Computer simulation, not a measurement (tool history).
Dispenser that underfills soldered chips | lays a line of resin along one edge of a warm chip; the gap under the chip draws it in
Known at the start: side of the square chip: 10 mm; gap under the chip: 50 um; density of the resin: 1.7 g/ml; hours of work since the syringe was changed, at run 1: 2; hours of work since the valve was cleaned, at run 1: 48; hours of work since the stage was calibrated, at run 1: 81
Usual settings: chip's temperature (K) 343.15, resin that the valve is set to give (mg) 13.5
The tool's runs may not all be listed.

| run | hour | chip's temperature (K) | resin that the valve is set to give (mg) | hours of work since the syringe was changed | hours of work since the valve was cleaned | hours of work since the stage was calibrated | time until the resin shows at the far edge (s) | resin that the valve gave (mg) |
|---|---|---|---|---|---|---|---|---|
| 1 | 0.0 | 343.15 | 13.5 | 2 | 48 | 81 | 53.2 | 13.20 |
| 2 | 3.7 | 343.15 | 13.5 | 4 | 51 | 83 | 58.5 | 13.12 |
|  | 5.7 | new syringe of resin |
| 3 | 6.6 | 343.15 | 13.5 | 1 | 53 | 85 | 50.0 | 13.20 |
| 4 | 9.3 | 343.15 | 13.5 | 2 | 54 | 87 | 54.3 | 13.15 |
|  | 13.7 | new syringe of resin |
| 5 | 14.7 | 335.15 | 13.5 | 1 | 58 | 90 | 71.7 | 13.18 |
| 6 | 18.6 | 335.15 | 13.5 | 3 | 61 | 93 | 81.8 | 13.05 |
|  | 21.5 | new syringe of resin |
| 7 | 22.0 | 335.15 | 13.5 | 0 | 63 | 95 | 71.0 | 13.06 |
| 8 | 26.3 | 343.15 | 13.5 | 3 | 66 | 98 | 55.9 | 13.08 |
|  | 29.5 | new syringe of resin |
| 9 | 31.6 | 343.15 | 13.5 | 1 | 69 | 102 | 53.9 | 13.02 |
| 10 | 35.3 | 339.15 | 13.5 | 4 | 72 | 104 | 72.1 | 13.02 |
|  | 37.7 | new syringe of resin |
| 11 | 38.2 | 339.15 | 13.5 | 0 | 74 | 106 | 59.3 | 13.08 |
| 12 | 42.0 | 339.15 | 13.5 | 3 | 76 | 109 | 66.1 | 13.03 |
|  | 45.8 | new syringe of resin |
| 13 | 47.7 | 343.15 | 13.5 | 1 | 80 | 112 | 53.0 | 12.90 |
| 14 | 50.8 | 343.15 | 13.5 | 3 | 82 | 115 | 58.3 | 13.05 |
|  | 53.8 | new syringe of resin |
| 15 | 54.1 | 343.15 | 17.5 | 0 | 84 | 117 | 49.6 | 16.82 |
| 16 | 57.8 | 343.15 | 13.5 | 3 | 87 | 119 | 56.4 | 12.87 |
| 17 | 60.7 | 343.15 | 13.5 | 5 | 89 | 121 | 62.1 | 12.86 |
|  | 61.6 | new syringe of resin |
| 18 | 64.6 | 343.15 | 13.5 | 2 | 91 | 124 | 54.3 | 12.92 |
| 19 | 68.8 | 354.15 | 12.2 | 5 | 94 | 127 | 39.4 | 11.61 |
|  | 69.9 | new syringe of resin |
| 20 | 73.2 | 344.15 | 15.1 | 2 | 97 | 129 | 51.0 | 14.52 |
| 21 | 76.8 | 335.15 | 15.2 | 5 | 99 | 132 | 83.0 | 14.58 |
|  | 77.8 | new syringe of resin |
| 22 | 81.6 | 351.15 | 14.8 | 3 | 103 | 135 | 39.6 | 14.12 |
| 23 | 85.0 | 343.15 | 11.6 | 5 | 105 | 137 | 64.2 | 10.97 |
|  | 85.7 | new syringe of resin |
| 24 | 89.4 | 343.15 | 11.6 | 3 | 108 | 140 | 57.7 | 11.11 |
| 25 | 92.6 | 355.15 | 14.3 | 5 | 110 | 142 | 35.7 | 13.54 |
|  | 93.7 | new syringe of resin |
| 26 | 97.9 | 331.15 | 14.3 | 3 | 113 | 146 | 95.4 | 13.59 |
| 27 | 100.7 | 354.15 | 14.3 | 5 | 115 | 148 | 37.9 | 13.48 |
|  | 101.5 | new syringe of resin |
| 28 | 105.8 | 354.15 | 14.3 | 3 | 119 | 151 | 35.7 | 13.62 |
|  | 109.7 | new syringe of resin |
|  | 112.5 | dispensing valve cleaned and set on the balance |
| 29 | 112.5 | 344.15 | 13.3 | 1 | 0 | 155 | 49.1 | 13.44 |
| 30 | 115.9 | 330.15 | 16.4 | 4 | 2 | 157 | 102.5 | 16.35 |
|  | 118.5 | new syringe of resin |
| 31 | 121.7 | 331.15 | 16.3 | 2 | 6 | 161 | 91.1 | 16.17 |
| 32 | 125.6 | 339.15 | 15.8 | 5 | 9 | 164 | 73.5 | 15.86 |
|  | 126.3 | new syringe of resin |
| 33 | 128.8 | 329.15 | 13.5 | 2 | 11 | 166 | 100.4 | 13.47 |
| 34 | 133.6 | 345.15 | 17.2 | 5 | 14 | 169 | 55.5 | 17.10 |
|  | 134.4 | new syringe of resin |
| 35 | 136.8 | 349.15 | 13.8 | 2 | 16 | 171 | 41.5 | 13.74 |

Run 36 comes next. What will it give?
| 36 | 141.7 | 349.15 | 13.8 | 5 | 20 | 174 | ? | ? |

time until the resin shows at the far edge (s): 47.9
resin that the valve gave (mg): 13.72
Without the tool's hidden state the same run would have given time until the resin shows at the far edge (s) 37.0, resin that the valve gave (mg) 13.86.
